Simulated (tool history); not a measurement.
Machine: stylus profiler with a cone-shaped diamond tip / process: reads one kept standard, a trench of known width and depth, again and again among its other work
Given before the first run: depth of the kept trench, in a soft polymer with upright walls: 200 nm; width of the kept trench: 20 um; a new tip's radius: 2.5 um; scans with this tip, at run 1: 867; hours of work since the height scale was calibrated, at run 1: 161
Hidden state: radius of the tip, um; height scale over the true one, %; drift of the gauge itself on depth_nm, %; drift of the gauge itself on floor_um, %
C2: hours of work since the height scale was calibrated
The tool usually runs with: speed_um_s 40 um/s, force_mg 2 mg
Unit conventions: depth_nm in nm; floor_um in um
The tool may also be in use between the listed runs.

Run 1, hour 0: usual settings; scans with this tip 867; C2 161. Result: depth_nm 202.32 nm, floor_um 17.7 um.
Run 2, hour 21.9: usual settings but force_mg 1.08 mg; scans with this tip 951; C2 177. Result: depth_nm 201.35 nm, floor_um 17.56 um.
Run 3, hour 39: usual settings; scans with this tip 1016; C2 189. Result: depth_nm 202.15 nm, floor_um 17.61 um.
Run 4, hour 62.4: usual settings; scans with this tip 1105; C2 205. Result: depth_nm 202.03 nm, floor_um 17.6 um.
Run 5, hour 75.8: usual settings but speed_um_s 155 um/s; scans with this tip 1156; C2 215. Result: depth_nm 202.16 nm, floor_um 16.98 um.
Run 6, hour 86.7: usual settings but force_mg 1.54 mg; scans with this tip 1197; C2 222. Result: depth_nm 201.79 nm, floor_um 17.59 um.
Run 7, hour 97.4: usual settings but force_mg 1.54 mg; scans with this tip 1238; C2 230. Result: depth_nm 201.99 nm, floor_um 17.54 um.
Run 8, hour 114.2: usual settings but force_mg 5.3 mg; scans with this tip 1302; C2 242. Result: depth_nm 204.63 nm, floor_um 17.64 um.
Run 9, hour 135.1: usual settings; scans with this tip 1381; C2 257. Result: depth_nm 202.32 nm, floor_um 17.56 um.
At hour 138: height scale calibrated on a step standard.
Run 10, hour 149.7: usual settings but speed_um_s 38 um/s; scans with this tip 1435; C2 8. Result: depth_nm 202.23 nm, floor_um 17.55 um.
Run 11, hour 168.7: usual settings but speed_um_s 38 um/s; scans with this tip 1507; C2 22. Result: depth_nm 202.13 nm, floor_um 17.58 um.
Run 12, hour 181.1: usual settings but speed_um_s 66 um/s, force_mg 2.61 mg; scans with this tip 1554; C2 30. Result: depth_nm 202.64 nm, floor_um 17.42 um.
Run 13, hour 205.4: usual settings but speed_um_s 66 um/s, force_mg 2.61 mg; scans with this tip 1647; C2 48. Result: depth_nm 202.57 nm, floor_um 17.4 um.
Run 14, hour 224.4: usual settings but speed_um_s 137 um/s, force_mg 5.72 mg; scans with this tip 1719; C2 61. Result: depth_nm 204.45 nm, floor_um 17.32 um.
Run 15, hour 245.8: usual settings but speed_um_s 59 um/s; scans with this tip 1801; C2 76. Result: depth_nm 202.39 nm, floor_um 17.33 um.
Run 16, hour 269.5: usual settings but speed_um_s 15 um/s, force_mg 1.52 mg; scans with this tip 1891; C2 93. Result: depth_nm 201.64 nm, floor_um 17.55 um.
At hour 274.3: height scale calibrated on a step standard, once more.
Run 17, hour 284.5: usual settings but speed_um_s 36 um/s, force_mg 2.17 mg; scans with this tip 1946; C2 7. Result: depth_nm 202.57 nm, floor_um 17.44 um.

Run 18, settings as shown, results not yet in. Your forecast:
Run 18, hour 309.2: usual settings but speed_um_s 25 um/s, force_mg 1.87 mg; scans with this tip 2040; C2 25. Result: depth_nm ?, floor_um ?.

depth_nm: 202.24 nm
floor_um: 17.5 um
If the tool had no hidden condition, the same run with the same run-to-run variation would have returned depth_nm 202.24 nm, floor_um 17.9 um.
